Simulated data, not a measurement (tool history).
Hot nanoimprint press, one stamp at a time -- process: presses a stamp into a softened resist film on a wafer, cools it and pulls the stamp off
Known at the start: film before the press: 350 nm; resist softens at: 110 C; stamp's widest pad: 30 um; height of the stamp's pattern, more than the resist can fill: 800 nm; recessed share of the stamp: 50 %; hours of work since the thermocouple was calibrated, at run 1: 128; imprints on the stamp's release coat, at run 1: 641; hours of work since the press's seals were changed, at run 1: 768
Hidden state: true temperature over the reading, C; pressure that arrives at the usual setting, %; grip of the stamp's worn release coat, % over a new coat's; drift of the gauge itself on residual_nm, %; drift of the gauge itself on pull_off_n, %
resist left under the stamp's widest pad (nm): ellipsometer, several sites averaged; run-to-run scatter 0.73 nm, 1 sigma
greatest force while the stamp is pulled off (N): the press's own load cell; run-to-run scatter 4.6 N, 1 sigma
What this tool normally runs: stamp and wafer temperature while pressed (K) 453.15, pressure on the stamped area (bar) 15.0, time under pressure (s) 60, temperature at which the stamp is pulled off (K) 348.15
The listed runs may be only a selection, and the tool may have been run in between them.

run	hour	stamp and wafer temperature while pressed (K)	pressure on the stamped area (bar)	time under pressure (s)	temperature at which the stamp is pulled off (K)	hours of work since the thermocouple was calibrated	imprints on the stamp's release coat	hours of work since the press's seals were changed	resist left under the stamp's widest pad (nm)	greatest force while the stamp is pulled off (N)
1	0.0	453.15	15.0	60	348.15	128	641	768	206.7	226
# hour 58.1: press's hydraulic seals changed and the load cell set to zero
2	89.9	453.15	15.0	60	348.15	170	795	17	205.6	228
3	180.4	453.15	15.0	60	348.15	218	966	64	204.7	224
4	265.7	453.15	15.0	74	348.15	262	1127	109	190.9	229
5	312.5	453.15	15.0	60	349.15	287	1215	133	205.8	217
6	401.3	455.15	15.0	60	348.15	333	1383	180	195.2	221
7	482.1	455.15	15.0	60	348.15	376	1535	222	194.8	218
8	535.4	453.15	15.0	60	348.15	404	1636	250	205.1	225
9	589.0	453.15	15.0	116	348.15	432	1737	278	161.9	223
# hour 644.4: plate thermocouple calibrated
10	664.8	453.15	15.0	116	337.15	11	1874	316	161.4	267
11	722.1	453.15	15.0	116	337.15	41	1982	346	162.3	270
12	810.6	453.15	15.0	116	337.15	87	2149	392	160.4	279
13	866.7	453.15	15.0	116	337.15	116	2255	422	162.8	260
14	958.9	453.15	15.0	116	337.15	165	2429	470	161.2	258
# hour 981.2: stamp cleaned and given a new release coat
15	1061.8	448.15	15.0	116	337.15	215	153	521	189.2	262
16	1127.8	448.15	15.0	116	337.15	250	277	555	188.4	269
17	1176.8	452.15	15.0	60	348.15	276	369	581	209.6	209
18	1255.1	459.15	15.0	60	342.15	317	517	622	172.3	249
19	1353.9	459.15	15.0	33	342.15	368	703	674	211.5	246
20	1399.3	455.15	14.0	31	345.15	392	789	697	239.6	239
21	1462.2	455.15	14.0	31	345.15	425	908	730	239.2	228
22	1512.3	455.15	22.1	31	338.15	451	1002	757	207.4	266
# hour 1528.0: plate thermocouple calibrated
23	1575.3	453.15	22.5	77	348.15	25	1115	788	158.2	218
# hour 1598.3: press's hydraulic seals changed and the load cell set to zero
24	1680.5	463.15	22.9	117	351.15	76	1299	43	94.7	213
25	1765.7	463.15	22.9	117	351.15	120	1460	88	95.4	218
26	1818.5	463.15	22.9	117	351.15	148	1559	115	95.2	214
27	1889.4	449.15	22.9	41	345.15	185	1693	152	217.4	234
28	1966.9	452.15	16.4	41	345.15	226	1839	193	225.1	234
29	2017.2	453.15	9.9	60	346.15	252	1934	219	230.9	243

Entry by entry between the runs, the difference in hidden state between the last listed run before and the first listed run after:
Runs 1 to 2: press's hydraulic seals changed and the load cell set to zero (hour 58.1)
  pressure that arrives at the usual setting, %: 99.93 -> 100; grip of the stamp's worn release coat, % over a new coat's: 0.4 -> 0.5; drift of the gauge itself on residual_nm, %: 0 -> -0.08
  measured minus no-state result, resist left under the stamp's widest pad (nm): +0.0 -> -0.2
Runs 9 to 10: plate thermocouple calibrated (hour 644.4)
  true temperature over the reading, C: 0.02 -> 0; grip of the stamp's worn release coat, % over a new coat's: 1.1 -> 1.2; drift of the gauge itself on residual_nm, %: -0.55 -> -0.62
  measured minus no-state result, resist left under the stamp's widest pad (nm): -1.0 -> -1.0
Runs 14 to 15: stamp cleaned and given a new release coat (hour 981.2)
  pressure that arrives at the usual setting, %: 99.96 -> 99.95; grip of the stamp's worn release coat, % over a new coat's: 1.5 -> 0.1; drift of the gauge itself on residual_nm, %: -0.9 -> -0.99
  measured minus no-state result, resist left under the stamp's widest pad (nm): -1.5 -> -1.9
Runs 22 to 23: plate thermocouple calibrated (hour 1528.0)
  true temperature over the reading, C: 0.02 -> 0; grip of the stamp's worn release coat, % over a new coat's: 0.6 -> 0.7; drift of the gauge itself on residual_nm, %: -1.42 -> -1.47
  measured minus no-state result, resist left under the stamp's widest pad (nm): -3.0 -> -2.3
Runs 23 to 24: press's hydraulic seals changed and the load cell set to zero (hour 1598.3)
  pressure that arrives at the usual setting, %: 99.93 -> 100; grip of the stamp's worn release coat, % over a new coat's: 0.7 -> 0.8; drift of the gauge itself on residual_nm, %: -1.47 -> -1.57
  measured minus no-state result, resist left under the stamp's widest pad (nm): -2.3 -> -1.5

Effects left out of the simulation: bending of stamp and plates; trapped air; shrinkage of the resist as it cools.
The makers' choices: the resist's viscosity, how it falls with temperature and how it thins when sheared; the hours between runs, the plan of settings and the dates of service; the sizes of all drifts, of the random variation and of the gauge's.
